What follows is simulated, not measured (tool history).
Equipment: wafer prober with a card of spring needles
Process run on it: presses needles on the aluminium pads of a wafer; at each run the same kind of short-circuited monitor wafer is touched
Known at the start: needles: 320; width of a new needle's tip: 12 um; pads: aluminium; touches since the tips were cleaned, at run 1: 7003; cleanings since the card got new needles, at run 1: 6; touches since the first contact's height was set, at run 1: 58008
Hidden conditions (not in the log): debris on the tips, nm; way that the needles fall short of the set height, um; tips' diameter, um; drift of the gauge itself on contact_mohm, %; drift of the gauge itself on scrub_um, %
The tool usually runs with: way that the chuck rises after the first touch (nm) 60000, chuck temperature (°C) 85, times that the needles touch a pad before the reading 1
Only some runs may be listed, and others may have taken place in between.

run   hour  way that the chuck rises after the first touch (nm)  chuck temperature (°C)  times that the needles touch a pad before the reading  touches since the tips were cleaned  cleanings since the card got new needles  touches since the first contact's height was set  resistance of one needle with its contact and lead (mohm)  way that a needle slides on the pad (nm)
  1      0                                                60000                      85                                                      1                                 7003                                         6                                             58008                                                        188                                     13400
       1.6  -- tips cleaned on abrasive film
  2    5.7                                                60000                      85                                                      1                                 1558                                         7                                             60147                                                        184                                     13390
  3   16.5                                                60000                      85                                                      1                                 5668                                         7                                             64257                                                        184                                     13440
      21.3  -- tips cleaned on abrasive film
  4   26.4                                                60000                      85                                                      1                                 1960                                         8                                             68023                                                        183                                     13420
  5   34.2                                                60000                      29                                                      1                                 4919                                         8                                             70982                                                        172                                     13500
        41  -- tips cleaned on abrasive film
  6   46.1                                                60000                      85                                                      1                                 1968                                         9                                             75508                                                        183                                     13470
  7   55.4                                                69000                      85                                                      1                                 5516                                         9                                             79056                                                        186                                     15510
      60.9  -- tips cleaned on abrasive film
  8   65.8                                                69000                      85                                                      1                                 1877                                        10                                             82970                                                        183                                     15500
  9   72.4                                                69000                      85                                                      1                                 4407                                        10                                             85500                                                        183                                     15550
 10   79.2                                                60000                      85                                                      2                                 6984                                        10                                             88077                                                        184                                     13550
      80.9  -- tips cleaned on abrasive film
 11   90.5                                                60000                      85                                                      2                                 3645                                        11                                             92364                                                        185                                     13560
 12   95.4                                                60000                      92                                                      2                                 5522                                        11                                             94241                                                        186                                     13570
     101.3  -- tips cleaned on abrasive film
 13  107.3                                                60000                      37                                                      1                                 2296                                        12                                             98739                                                        175                                     13590
 14  112.4                                                40000                      36                                                      1                                 4262                                        12                                            100705                                                        179                                      9060
     121.6  -- tips cleaned on abrasive film
     121.9  -- height of the first contact set anew
 15  123.7                                                40000                      36                                                      1                                  668                                        13                                               668                                                        180                                      9100
 16  134.6                                                44000                      75                                                      1                                 4821                                        13                                              4821                                                        186                                      9990
     141.6  -- tips cleaned on abrasive film
 17  145.8                                                44000                      75                                                      1                                 1617                                        14                                              9089                                                        185                                      9970
 18  155.8                                                41000                      32                                                      1                                 5430                                        14                                             12902                                                        177                                      9310
     161.3  -- tips cleaned on abrasive film
 19  166.6                                                60000                     101                                                      3                                 2007                                        15                                             16971                                                        189                                     13680
 20  175.1                                                79000                      85                                                      1                                 5244                                        15                                             20208                                                        187                                     18030
     181.2  -- tips cleaned on abrasive film
 21  181.8                                                75000                      43                                                      1                                  240                                        16                                             22737                                                        172                                     17120

Predict each of these 3 candidate next runs independently; none follows another, all start after run 21:
     186.3  -- gauge calibrated
  A  191.2                                                60000                      85                                                      1                                 3830                                        16                                             26327                                                          ?                                         ?
     186.3  -- gauge calibrated
  B  191.2                                                64000                      43                                                      2                                 3830                                        16                                             26327                                                          ?                                         ?
     186.3  -- gauge calibrated
  C  191.2                                                60000                      29                                                      1                                 3830                                        16                                             26327                                                          ?                                         ?

run  resistance of one needle with its contact and lead (mohm)  way that a needle slides on the pad (nm)
  A                                                        187                                     13390
  B                                                        174                                     14290
  C                                                        172                                     13400
What these runs would have given with no unlogged condition in the tool:
run  resistance of one needle with its contact and lead (mohm)  way that a needle slides on the pad (nm)
  A                                                        186                                     13390
  B                                                        174                                     14280
  C                                                        172                                     13390
